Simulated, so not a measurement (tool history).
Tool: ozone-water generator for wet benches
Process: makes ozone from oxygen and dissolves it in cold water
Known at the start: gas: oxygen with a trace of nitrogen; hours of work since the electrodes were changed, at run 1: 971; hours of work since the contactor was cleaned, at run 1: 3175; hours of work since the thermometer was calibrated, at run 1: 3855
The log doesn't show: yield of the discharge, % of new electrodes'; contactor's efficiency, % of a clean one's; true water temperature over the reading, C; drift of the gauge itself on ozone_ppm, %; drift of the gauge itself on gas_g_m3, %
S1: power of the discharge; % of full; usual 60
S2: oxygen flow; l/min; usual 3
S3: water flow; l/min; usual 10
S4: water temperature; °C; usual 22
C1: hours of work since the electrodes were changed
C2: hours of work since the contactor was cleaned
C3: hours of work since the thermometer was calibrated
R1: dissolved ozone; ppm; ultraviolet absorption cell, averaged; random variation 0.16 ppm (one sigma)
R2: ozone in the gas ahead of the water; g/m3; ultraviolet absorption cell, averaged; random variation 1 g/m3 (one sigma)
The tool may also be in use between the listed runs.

Run 1, day 0: usual settings; C1 971; C2 3175; C3 3855. Result: R1 19.4 ppm, R2 177.6 g/m3.
Run 2, day 5.575: usual settings but S1 46 % of full; C1 1100; C2 3304; C3 3984. Result: R1 15.9 ppm, R2 146.9 g/m3.
Run 3, day 12.808: usual settings; C1 1268; C2 3472; C3 4152. Result: R1 19 ppm, R2 178 g/m3.
Run 4, day 19.35: usual settings; C1 1420; C2 3624; C3 4304. Result: R1 19.1 ppm, R2 176.8 g/m3.
Run 5, day 24.779: usual settings but S3 9 l/min; C1 1547; C2 3750; C3 4430. Result: R1 20.2 ppm, R2 175.8 g/m3.
At day 26.2: water thermometer calibrated.
Run 6, day 30.888: usual settings but S3 9 l/min; C1 1688; C2 3892; C3 109. Result: R1 19.8 ppm, R2 175.3 g/m3.
Run 7, day 36.8: usual settings but S3 9 l/min; C1 1825; C2 4029; C3 246. Result: R1 19.9 ppm, R2 174.8 g/m3.
Run 8, day 41.488: usual settings but S2 5.08 l/min; C1 1934; C2 4138; C3 355. Result: R1 16.2 ppm, R2 121.5 g/m3.
Run 9, day 46.233: usual settings but S1 73 % of full; C1 2044; C2 4248; C3 465. Result: R1 20.7 ppm, R2 199 g/m3.
Run 10, day 49.704: usual settings but S1 73 % of full; C1 2125; C2 4329; C3 546. Result: R1 20.9 ppm, R2 200.1 g/m3.
Run 11, day 55.621: usual settings but S1 84 % of full; C1 2263; C2 4466; C3 683. Result: R1 22.9 ppm, R2 217.4 g/m3.
Run 12, day 62.125: usual settings but S1 84 % of full; C1 2414; C2 4618; C3 835. Result: R1 22.4 ppm, R2 218.2 g/m3.
At day 65.304: water thermometer calibrated, once more.
Run 13, day 66.121: usual settings but S1 84 % of full; C1 2506; C2 4710; C3 19. Result: R1 22.4 ppm, R2 216.8 g/m3.
Run 14, day 73.358: usual settings but S1 84 % of full; C1 2674; C2 4878; C3 187. Result: R1 22.4 ppm, R2 215.5 g/m3.
Run 15, day 76.967: usual settings but S1 65 % of full; C1 2758; C2 4962; C3 271. Result: R1 18.9 ppm, R2 183.2 g/m3.
Run 16, day 81.067: usual settings but S1 65 % of full; C1 2853; C2 5057; C3 366. Result: R1 18.6 ppm, R2 180.6 g/m3.
At day 83.971: contactor cleaned.
Run 17, day 84.838: usual settings but S1 49 % of full, S4 23 °C; C1 2937; C2 20; C3 450. Result: R1 17.2 ppm, R2 149.5 g/m3.
Run 18, day 91.471: usual settings but S2 1.54 l/min, S3 15 l/min, S4 25 °C; C1 3091; C2 174; C3 604. Result: R1 13.6 ppm, R2 261.2 g/m3.
Run 19, day 95.188: usual settings but S3 11 l/min, S4 18 °C; C1 3177; C2 261; C3 690. Result: R1 19.1 ppm, R2 170.3 g/m3.
Run 20, day 101.35: usual settings but S1 53 % of full, S2 2.64 l/min, S3 7 l/min, S4 18 °C; C1 3321; C2 404; C3 834. Result: R1 24.8 ppm, R2 171.6 g/m3.
Run 21, day 104.392: usual settings but S1 81 % of full, S2 2.64 l/min, S4 24 °C; C1 3391; C2 474; C3 904. Result: R1 23.1 ppm, R2 225.9 g/m3.
Run 22, day 109.238: usual settings but S1 81 % of full, S2 2.64 l/min, S4 24 °C; C1 3504; C2 587; C3 1017. Result: R1 23 ppm, R2 225.4 g/m3.
Run 23, day 114.829: usual settings but S1 81 % of full, S2 2.64 l/min, S4 24 °C; C1 3634; C2 717; C3 1147. Result: R1 23.1 ppm, R2 224.3 g/m3.
Run 24, day 121.85: usual settings but S1 81 % of full, S2 2.64 l/min, S4 24 °C; C1 3797; C2 880; C3 1310. Result: R1 22.9 ppm, R2 220.4 g/m3.
Run 25, day 128.204: usual settings but S1 73 % of full, S4 18 °C; C1 3944; C2 1028; C3 1457. Result: R1 22.5 ppm, R2 192.5 g/m3.
Run 26, day 134.088: usual settings but S1 73 % of full, S2 1.87 l/min, S4 18 °C; C1 4081; C2 1164; C3 1594. Result: R1 23.2 ppm, R2 256.7 g/m3.
Run 27, day 140.925: usual settings but S4 18 °C; C1 4240; C2 1323; C3 1753. Result: R1 19.8 ppm, R2 167.7 g/m3.
Run 28, day 144.104: usual settings but S1 53 % of full, S3 9 l/min; C1 4314; C2 1397; C3 1827. Result: R1 18.5 ppm, R2 153.4 g/m3.
Run 29, day 149.492: usual settings but S1 53 % of full, S3 9 l/min; C1 4439; C2 1522; C3 1952. Result: R1 18.3 ppm, R2 155 g/m3.
Run 30, day 155.842: usual settings but S1 86 % of full, S2 2.7 l/min, S3 6 l/min; C1 4586; C2 1670; C3 2099. Result: R1 32.8 ppm, R2 221.9 g/m3.
Run 31, day 162.029: usual settings but S1 43 % of full, S2 2.96 l/min, S3 6 l/min, S4 15 °C; C1 4730; C2 1813; C3 2243. Result: R1 23.5 ppm, R2 133.9 g/m3.
Run 32, day 166.117: usual settings but S1 69 % of full, S3 7 l/min; C1 4825; C2 1908; C3 2338. Result: R1 25.2 ppm, R2 180.2 g/m3.

The same runs without the tool's hidden state, with the same run-to-run variation:
run    R1     R2
  1  21.1  181.9
  2  17.4    150
  3  20.9  183.2
  4  21.2  182.6
  5  22.4    182
  6  22.2  182.1
  7  22.5    182
  8  18.5  126.8
  9  23.9  209.4
 10  24.2    211
 11  26.8  231.1
 12  26.5  232.9
 13  26.4  231.8
 14  26.6  231.3
 15  22.3  194.8
 16  22.1  192.5
 17  18.2  157.5
 18  14.7  278.6
 19  20.7  182.1
 20  26.7  182.7
 21  25.6  246.4
 22  25.6  246.5
 23  25.8  246.2
 24  25.8    243
 25  25.4  211.4
 26  26.3  283.1
 27  22.4  183.1
 28  20.7  166.4
 29  20.6  168.6
 30  38.1  250.7
 31  26.1  144.2
 32  29.2  201.3

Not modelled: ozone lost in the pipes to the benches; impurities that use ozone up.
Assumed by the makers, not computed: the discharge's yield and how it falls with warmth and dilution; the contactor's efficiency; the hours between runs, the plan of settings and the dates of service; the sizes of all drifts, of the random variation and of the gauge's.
